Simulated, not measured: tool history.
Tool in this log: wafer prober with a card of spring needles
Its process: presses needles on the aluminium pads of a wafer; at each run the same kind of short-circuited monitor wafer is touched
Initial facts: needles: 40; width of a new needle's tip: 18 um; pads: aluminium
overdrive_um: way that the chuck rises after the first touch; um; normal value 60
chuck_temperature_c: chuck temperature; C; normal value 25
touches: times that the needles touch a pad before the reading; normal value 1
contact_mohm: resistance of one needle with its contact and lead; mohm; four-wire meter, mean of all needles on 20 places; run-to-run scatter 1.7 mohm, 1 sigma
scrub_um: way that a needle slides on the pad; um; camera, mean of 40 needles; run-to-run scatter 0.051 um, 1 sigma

run	hour	overdrive_um	chuck_temperature_c	touches	contact_mohm	scrub_um
1	0	60	25	1	214	13.43
# hour 5: tips cleaned on abrasive film
# hour 17.5: tips cleaned on abrasive film
2	22.4	60	25	1	208	13.29
# hour 29.7: tips cleaned on abrasive film
# hour 41.6: tips cleaned on abrasive film
3	44.8	60	25	1	206	13.19
# hour 52.5: tips cleaned on abrasive film
4	60.5	60	25	1	223	13.21
# hour 62.7: height of the first contact set anew
# hour 64.8: tips cleaned on abrasive film
# hour 76.4: tips cleaned on abrasive film
5	76.4	60	25	1	178	13.97
# hour 89: tips cleaned on abrasive film
6	99.1	60	25	1	225	13.99
# hour 100.5: tips cleaned on abrasive film
# hour 112.5: tips cleaned on abrasive film
7	121.3	60	25	2	205	13.94
# hour 124.7: tips cleaned on abrasive film
# hour 136.7: tips cleaned on abrasive film
8	136.9	49	25	1	188	11.3
# hour 148.5: tips cleaned on abrasive film
# hour 159.4: tips cleaned on abrasive film
9	159.6	49	25	1	189	11.26
# hour 171: tips cleaned on abrasive film
10	180.2	46	25	1	256	10.56
# hour 182.6: tips cleaned on abrasive film
# hour 193.5: tips cleaned on abrasive film
11	201.4	46	25	1	248	10.44
# hour 205.7: tips cleaned on abrasive film
# hour 216.9: tips cleaned on abrasive film
12	224.3	60	25	1	216	13.72
# hour 229.4: tips cleaned on abrasive film
# hour 240.4: tips cleaned on abrasive film
13	247.6	60	25	1	218	13.64
# hour 251.6: tips cleaned on abrasive film
# hour 263.4: tips cleaned on abrasive film
14	265.5	60	25	1	193	13.64
# hour 275.3: tips cleaned on abrasive film
15	281.8	60	25	1	215	13.44
# hour 287.5: tips cleaned on abrasive film
16	298.1	60	60	1	236	13.51
# hour 299.6: tips cleaned on abrasive film
17	310.3	41	25	2	249	8.98
# hour 312.2: tips cleaned on abrasive film
18	320.4	41	25	2	245	8.99
# hour 323: tips cleaned on abrasive film
19	332.3	41	25	2	250	9.01
# hour 334.3: tips cleaned on abrasive film
# hour 346.2: tips cleaned on abrasive film
20	352.4	44	28	1	251	9.65
# hour 357.8: tips cleaned on abrasive film
# hour 369.6: tips cleaned on abrasive film
21	370.4	49	68	2	200	10.8
# hour 380.8: tips cleaned on abrasive film
22	380.8	50	68	2	193	11.06
# hour 391.7: tips cleaned on abrasive film
23	394.3	50	68	2	209	10.93
# hour 403.7: tips cleaned on abrasive film
24	411.4	50	68	2	225	10.94
# hour 415.2: tips cleaned on abrasive film
# hour 427.6: tips cleaned on abrasive film
25	435.6	56	53	2	216	12.3
# hour 439.5: tips cleaned on abrasive film
# hour 451: tips cleaned on abrasive film
26	451	56	53	2	188	12.16
# hour 461.8: tips cleaned on abrasive film
# hour 472.7: tips cleaned on abrasive film
27	472.7	51	53	1	192	11.08
# hour 481.7: height of the first contact set anew
# hour 485.1: tips cleaned on abrasive film
28	486.3	55	69	3	193	12.83
# hour 496: tips cleaned on abrasive film
# hour 507: tips cleaned on abrasive film
29	507.6	67	124	1	199	15.68
# hour 518.2: tips cleaned on abrasive film
30	528.4	53	46	2	220	12.23
# hour 529.5: tips cleaned on abrasive film
# hour 542.1: tips cleaned on abrasive film
31	551	60	37	1	227	14

Alternative continuations, all from the tool just after run 31; predict every row:
# hour 553.3: tips cleaned on abrasive film
# hour 565.8: tips cleaned on abrasive film
A	571.5	42	37	1	?	?
# hour 553.3: tips cleaned on abrasive film
# hour 565.8: tips cleaned on abrasive film
B	571.5	60	123	1	?	?
# hour 553.3: tips cleaned on abrasive film
# hour 565.8: tips cleaned on abrasive film
C	571.5	47	37	1	?	?
# hour 553.3: tips cleaned on abrasive film
# hour 565.8: tips cleaned on abrasive film
D	571.5	74	90	2	?	?

run	contact_mohm	scrub_um
A	257	9.6
B	230	13.85
C	244	10.68
D	203	17.12
Without the tool's unlogged condition, the same runs would have read:
run	contact_mohm	scrub_um
A	182	9.81
B	194	14.07
C	182	10.89
D	186	17.33
